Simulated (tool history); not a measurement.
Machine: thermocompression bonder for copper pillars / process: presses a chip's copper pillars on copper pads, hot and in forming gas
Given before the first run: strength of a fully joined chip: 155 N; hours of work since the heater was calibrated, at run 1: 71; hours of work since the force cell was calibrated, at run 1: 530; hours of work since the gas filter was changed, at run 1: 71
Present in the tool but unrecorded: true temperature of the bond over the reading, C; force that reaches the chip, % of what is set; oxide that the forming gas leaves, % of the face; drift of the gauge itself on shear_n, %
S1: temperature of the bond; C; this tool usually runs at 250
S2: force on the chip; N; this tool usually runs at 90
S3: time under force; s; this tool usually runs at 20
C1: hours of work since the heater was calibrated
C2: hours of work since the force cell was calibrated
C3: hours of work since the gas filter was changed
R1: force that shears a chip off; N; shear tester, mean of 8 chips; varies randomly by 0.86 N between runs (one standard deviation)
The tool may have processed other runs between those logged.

run,day,S1,S2,S3,C1,C2,C3,R1
1,0,250,90,20,71,530,71,71.6
2,0.504,250,90,20,77,536,77,71.7
3,1.371,269,90,20,86,545,86,92.3
4,1.958,250,90,38,93,552,93,88.2
5,2.942,250,90,38,104,562,104,89.6
6,3.471,250,123,20,109,568,109,84.8
7,4.612,247,90,20,122,581,122,66.2
8,5.633,250,90,20,133,592,133,70.9
9,6.812,240,90,39,146,605,146,76.7
10,7.867,240,90,39,158,616,158,76.8

Expected results for the next run?
11,8.908,240,62,39,169,628,169,?

{"run 11": {"R1": 61.4}}
On a tool with no hidden condition, and with the same random variation, this run would have come out at R1 59.7 N.

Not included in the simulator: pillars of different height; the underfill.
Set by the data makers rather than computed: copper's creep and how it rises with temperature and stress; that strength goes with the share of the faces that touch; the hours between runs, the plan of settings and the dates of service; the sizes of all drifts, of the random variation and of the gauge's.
